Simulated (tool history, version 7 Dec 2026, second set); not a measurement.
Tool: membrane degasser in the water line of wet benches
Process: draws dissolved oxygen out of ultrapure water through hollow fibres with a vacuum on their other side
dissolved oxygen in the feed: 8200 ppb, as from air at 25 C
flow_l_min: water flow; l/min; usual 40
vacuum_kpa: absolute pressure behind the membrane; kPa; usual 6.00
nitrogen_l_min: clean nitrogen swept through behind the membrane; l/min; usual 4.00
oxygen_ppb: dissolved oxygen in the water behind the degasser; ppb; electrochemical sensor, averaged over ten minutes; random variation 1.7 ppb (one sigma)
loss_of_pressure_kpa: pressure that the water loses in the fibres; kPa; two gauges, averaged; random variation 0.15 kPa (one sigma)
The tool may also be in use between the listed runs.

Run 1, hour 0.0: usual settings. Result: oxygen_ppb 183.9 ppb, loss_of_pressure_kpa 46.31 kPa.
Run 2, hour 70.7: usual settings but vacuum_kpa 9.93 kPa. Result: oxygen_ppb 271.4 ppb, loss_of_pressure_kpa 46.20 kPa.
Run 3, hour 164.2: usual settings but nitrogen_l_min 11.33 l/min. Result: oxygen_ppb 144.8 ppb, loss_of_pressure_kpa 46.40 kPa.
Run 4, hour 283.5: usual settings but nitrogen_l_min 11.33 l/min. Result: oxygen_ppb 147.9 ppb, loss_of_pressure_kpa 46.33 kPa.
Run 5, hour 382.5: usual settings but nitrogen_l_min 11.33 l/min. Result: oxygen_ppb 143.8 ppb, loss_of_pressure_kpa 46.36 kPa.
Run 6, hour 476.6: usual settings but nitrogen_l_min 11.33 l/min. Result: oxygen_ppb 140.9 ppb, loss_of_pressure_kpa 46.56 kPa.
Run 7, hour 587.1: usual settings but nitrogen_l_min 11.33 l/min. Result: oxygen_ppb 146.3 ppb, loss_of_pressure_kpa 46.46 kPa.
Run 8, hour 705.9: usual settings but nitrogen_l_min 11.33 l/min. Result: oxygen_ppb 146.7 ppb, loss_of_pressure_kpa 46.64 kPa.
Run 9, hour 826.0: usual settings but nitrogen_l_min 11.33 l/min. Result: oxygen_ppb 147.6 ppb, loss_of_pressure_kpa 46.64 kPa.
Run 10, hour 942.8: usual settings but flow_l_min 44 l/min, vacuum_kpa 8.19 kPa. Result: oxygen_ppb 294.6 ppb, loss_of_pressure_kpa 51.34 kPa.
Run 11, hour 1069.5: usual settings but vacuum_kpa 6.06 kPa, nitrogen_l_min 3.87 l/min. Result: oxygen_ppb 193.0 ppb, loss_of_pressure_kpa 46.90 kPa.
Run 12, hour 1134.1: usual settings but flow_l_min 45 l/min, vacuum_kpa 6.18 kPa, nitrogen_l_min 3.58 l/min. Result: oxygen_ppb 258.3 ppb, loss_of_pressure_kpa 52.48 kPa.

4 ways to go on from here, each from the tool as it stands after run 12. What would each give?
Run A, hour 1216.4: usual settings but flow_l_min 60 l/min, vacuum_kpa 6.18 kPa, nitrogen_l_min 2.29 l/min. Result: oxygen_ppb ?, loss_of_pressure_kpa ?.
Run B, hour 1216.4: usual settings but flow_l_min 51 l/min, vacuum_kpa 6.35 kPa, nitrogen_l_min 3.58 l/min. Result: oxygen_ppb ?, loss_of_pressure_kpa ?.
Run C, hour 1216.4: usual settings but flow_l_min 45 l/min, vacuum_kpa 5.33 kPa, nitrogen_l_min 3.58 l/min. Result: oxygen_ppb ?, loss_of_pressure_kpa ?.
Run D, hour 1216.4: usual settings but flow_l_min 26 l/min. Result: oxygen_ppb ?, loss_of_pressure_kpa ?.

run  oxygen_ppb  loss_of_pressure_kpa
  A       547.4                 70.00
  B       363.1                 59.45
  C       239.8                 52.64
  D        68.8                 30.34
Without the tool's hidden state the same runs would have given:
run  oxygen_ppb  loss_of_pressure_kpa
  A       508.2                 67.95
  B       333.5                 57.71
  C       217.1                 51.09
  D        62.6                 29.45
